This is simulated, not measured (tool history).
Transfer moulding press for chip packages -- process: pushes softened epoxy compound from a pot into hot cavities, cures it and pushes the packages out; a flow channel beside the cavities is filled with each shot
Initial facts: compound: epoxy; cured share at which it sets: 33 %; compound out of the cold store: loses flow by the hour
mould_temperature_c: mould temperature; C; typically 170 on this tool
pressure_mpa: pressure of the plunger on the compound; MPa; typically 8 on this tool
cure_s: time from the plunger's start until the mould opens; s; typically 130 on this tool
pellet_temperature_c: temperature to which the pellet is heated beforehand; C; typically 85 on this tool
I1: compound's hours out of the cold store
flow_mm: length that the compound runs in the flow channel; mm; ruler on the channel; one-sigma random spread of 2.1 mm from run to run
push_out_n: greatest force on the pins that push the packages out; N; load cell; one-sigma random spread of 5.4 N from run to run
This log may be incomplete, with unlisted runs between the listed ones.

Run 1, hour 0: usual settings; I1 25.9. Result: flow_mm 928 mm, push_out_n 179 N.
Run 2, hour 47.2: usual settings; I1 30.6. Result: flow_mm 905 mm, push_out_n 174 N.
At hour 70.3: cavities cleaned with cleaning compound and waxed.
Run 3, hour 95.3: usual settings; I1 18.5. Result: flow_mm 972 mm, push_out_n 194 N.
Run 4, hour 138.4: usual settings; I1 40.2. Result: flow_mm 853 mm, push_out_n 173 N.
Run 5, hour 178.1: usual settings; I1 42.1. Result: flow_mm 845 mm, push_out_n 191 N.
At hour 204.8: cavities cleaned with cleaning compound and waxed.
Run 6, hour 214.4: usual settings but pressure_mpa 7.14 MPa; I1 47.4. Result: flow_mm 775 mm, push_out_n 184 N.
Run 7, hour 261.4: usual settings but pressure_mpa 7.14 MPa; I1 36.1. Result: flow_mm 823 mm, push_out_n 184 N.
Run 8, hour 304.3: usual settings but pellet_temperature_c 94 C; I1 28.9. Result: flow_mm 914 mm, push_out_n 178 N.
Run 9, hour 330.8: usual settings but pellet_temperature_c 94 C; I1 35.3. Result: flow_mm 879 mm, push_out_n 180 N.
At hour 339.1: cavities cleaned with cleaning compound and waxed.
Run 10, hour 359.2: usual settings; I1 36.5. Result: flow_mm 873 mm, push_out_n 175 N.
Run 11, hour 395.5: usual settings; I1 32.7. Result: flow_mm 891 mm, push_out_n 179 N.
Run 12, hour 435.9: usual settings but cure_s 116 s; I1 11.9. Result: flow_mm 1012 mm, push_out_n 213 N.
At hour 459: mould's thermocouples calibrated.
At hour 464.4: plunger's sealing rings changed.
At hour 477.7: cavities cleaned with cleaning compound and waxed.
Run 13, hour 478.5: usual settings but pressure_mpa 9.11 MPa, cure_s 116 s; I1 9.1. Result: flow_mm 1102 mm, push_out_n 209 N.
Run 14, hour 502.8: usual settings but pressure_mpa 9.11 MPa, cure_s 116 s; I1 46.9. Result: flow_mm 877 mm, push_out_n 192 N.
Run 15, hour 543.6: usual settings but pressure_mpa 9.89 MPa, cure_s 158 s, pellet_temperature_c 94 C; I1 35.8. Result: flow_mm 973 mm, push_out_n 168 N.
Run 16, hour 578.6: usual settings but pressure_mpa 9.89 MPa, cure_s 124 s, pellet_temperature_c 94 C; I1 43.6. Result: flow_mm 932 mm, push_out_n 177 N.
Run 17, hour 609: usual settings but pressure_mpa 9.89 MPa, cure_s 124 s, pellet_temperature_c 94 C; I1 36. Result: flow_mm 975 mm, push_out_n 186 N.
At hour 613.1: cavities cleaned with cleaning compound and waxed.
Run 18, hour 647.6: usual settings but pressure_mpa 9.89 MPa, cure_s 124 s, pellet_temperature_c 94 C; I1 28.8. Result: flow_mm 1013 mm, push_out_n 184 N.
Run 19, hour 683.4: usual settings but mould_temperature_c 169 C, cure_s 164 s; I1 21.9. Result: flow_mm 954 mm, push_out_n 165 N.
Run 20, hour 718: usual settings but mould_temperature_c 163 C, pressure_mpa 9.97 MPa, cure_s 116 s; I1 36. Result: flow_mm 1022 mm, push_out_n 312 N.
At hour 746: cavities cleaned with cleaning compound and waxed.
Run 21, hour 760: usual settings but mould_temperature_c 163 C, pressure_mpa 7.92 MPa, cure_s 116 s, pellet_temperature_c 95 C; I1 37.3. Result: flow_mm 900 mm, push_out_n 301 N.
Run 22, hour 798.2: usual settings but mould_temperature_c 163 C, pressure_mpa 7.92 MPa, cure_s 116 s, pellet_temperature_c 95 C; I1 29. Result: flow_mm 943 mm, push_out_n 315 N.
Run 23, hour 836.6: usual settings but mould_temperature_c 163 C, pressure_mpa 7.92 MPa, cure_s 116 s, pellet_temperature_c 95 C; I1 40.8. Result: flow_mm 883 mm, push_out_n 299 N.
Run 24, hour 869.5: usual settings but mould_temperature_c 164 C, pressure_mpa 9.42 MPa, cure_s 113 s, pellet_temperature_c 79 C; I1 36.6. Result: flow_mm 982 mm, push_out_n 307 N.

Run 25, settings as shown, results not yet in. Your forecast:
At hour 879.2: cavities cleaned with cleaning compound and waxed.
Run 25, hour 896.5: usual settings but cure_s 162 s; I1 45.1. Result: flow_mm ?, push_out_n ?.

Run 25 measured flow_mm 834 mm, push_out_n 165 N.
Without the tool's hidden state the same run would have given flow_mm 835 mm, push_out_n 165 N.
